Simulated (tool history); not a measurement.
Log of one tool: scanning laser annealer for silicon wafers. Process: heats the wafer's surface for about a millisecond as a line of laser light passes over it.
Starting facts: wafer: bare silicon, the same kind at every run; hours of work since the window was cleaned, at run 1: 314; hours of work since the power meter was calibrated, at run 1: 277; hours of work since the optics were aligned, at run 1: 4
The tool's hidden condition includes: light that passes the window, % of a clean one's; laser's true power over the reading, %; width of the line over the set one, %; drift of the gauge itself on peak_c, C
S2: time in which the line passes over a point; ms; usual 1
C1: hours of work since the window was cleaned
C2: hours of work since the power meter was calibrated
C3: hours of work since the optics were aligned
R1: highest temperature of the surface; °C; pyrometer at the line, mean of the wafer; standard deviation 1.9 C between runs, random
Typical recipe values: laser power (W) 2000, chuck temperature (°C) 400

run 1 hour=0 | laser_power_(W)=2000 S2=1 chuck_temperature_(°C)=400 | C1=314 C2=277 C3=4 | R1=1224
run 2 hour=26.5 | laser_power_(W)=1792 S2=1 chuck_temperature_(°C)=400 | C1=334 C2=297 C3=24 | R1=1135
run 3 hour=62 | laser_power_(W)=1792 S2=1 chuck_temperature_(°C)=400 | C1=361 C2=324 C3=51 | R1=1135
run 4 hour=85.5 | laser_power_(W)=1792 S2=1 chuck_temperature_(°C)=400 | C1=379 C2=342 C3=69 | R1=1139
run 5 hour=104 | laser_power_(W)=1792 S2=1 chuck_temperature_(°C)=400 | C1=393 C2=356 C3=83 | R1=1137
run 6 hour=133.6 | laser_power_(W)=2000 S2=1.01 chuck_temperature_(°C)=400 | C1=416 C2=379 C3=106 | R1=1228
run 7 hour=162.4 | laser_power_(W)=2000 S2=1.01 chuck_temperature_(°C)=400 | C1=438 C2=401 C3=128 | R1=1228
run 8 hour=194.7 | laser_power_(W)=2000 S2=1.01 chuck_temperature_(°C)=400 | C1=463 C2=426 C3=153 | R1=1226
run 9 hour=227.9 | laser_power_(W)=2000 S2=1.01 chuck_temperature_(°C)=400 | C1=488 C2=451 C3=178 | R1=1227
run 10 hour=259.9 | laser_power_(W)=2000 S2=1.01 chuck_temperature_(°C)=400 | C1=513 C2=476 C3=202 | R1=1225
run 11 hour=276.4 | laser_power_(W)=2000 S2=1.01 chuck_temperature_(°C)=400 | C1=525 C2=488 C3=215 | R1=1228
run 12 hour=294.5 | laser_power_(W)=2000 S2=1.17 chuck_temperature_(°C)=400 | C1=539 C2=502 C3=229 | R1=1280
run 13 hour=326.7 | laser_power_(W)=2000 S2=1.17 chuck_temperature_(°C)=400 | C1=564 C2=527 C3=254 | R1=1277
run 14 hour=357.2 | laser_power_(W)=1780 S2=0.92 chuck_temperature_(°C)=419 | C1=587 C2=550 C3=277 | R1=1125
run 15 hour=373 | laser_power_(W)=1890 S2=0.88 chuck_temperature_(°C)=419 | C1=599 C2=562 C3=289 | R1=1156
run 16 hour=396.2 | laser_power_(W)=1890 S2=0.88 chuck_temperature_(°C)=367 | C1=617 C2=580 C3=307 | R1=1103
run 17 hour=420.3 | laser_power_(W)=2012 S2=1.06 chuck_temperature_(°C)=382 | C1=635 C2=598 C3=325 | R1=1228
run 18 hour=453.8 | laser_power_(W)=1844 S2=1.23 chuck_temperature_(°C)=387 | C1=661 C2=624 C3=351 | R1=1217
run 19 hour=489.2 | laser_power_(W)=1963 S2=1 chuck_temperature_(°C)=400 | C1=688 C2=651 C3=378 | R1=1206
run 20 hour=517.6 | laser_power_(W)=1963 S2=1 chuck_temperature_(°C)=400 | C1=710 C2=673 C3=400 | R1=1208
run 21 hour=540 | laser_power_(W)=2191 S2=0.72 chuck_temperature_(°C)=410 | C1=727 C2=690 C3=417 | R1=1191
run 22 hour=560.4 | laser_power_(W)=1775 S2=1.09 chuck_temperature_(°C)=421 | C1=743 C2=706 C3=432 | R1=1178
run 23 hour=579.7 | laser_power_(W)=1775 S2=1.09 chuck_temperature_(°C)=421 | C1=757 C2=720 C3=447 | R1=1177
run 24 hour=607.1 | laser_power_(W)=1775 S2=1.09 chuck_temperature_(°C)=421 | C1=778 C2=741 C3=468 | R1=1173

Alternative continuations, all from the tool just after run 24; predict every row:
run A hour=627.7 | laser_power_(W)=1894 S2=1 chuck_temperature_(°C)=408 | C1=794 C2=757 C3=484 | R1=?
run B hour=627.7 | laser_power_(W)=2051 S2=1 chuck_temperature_(°C)=380 | C1=794 C2=757 C3=484 | R1=?
run C hour=627.7 | laser_power_(W)=1868 S2=1.09 chuck_temperature_(°C)=421 | C1=794 C2=757 C3=484 | R1=?
run D hour=627.7 | laser_power_(W)=1991 S2=0.94 chuck_temperature_(°C)=421 | C1=794 C2=757 C3=484 | R1=?

run=A R1=1188
run=B R1=1217
run=C R1=1213
run=D R1=1217
Without the tool's hidden state the same runs would have given:
run=A R1=1189
run=B R1=1219
run=C R1=1214
run=D R1=1219

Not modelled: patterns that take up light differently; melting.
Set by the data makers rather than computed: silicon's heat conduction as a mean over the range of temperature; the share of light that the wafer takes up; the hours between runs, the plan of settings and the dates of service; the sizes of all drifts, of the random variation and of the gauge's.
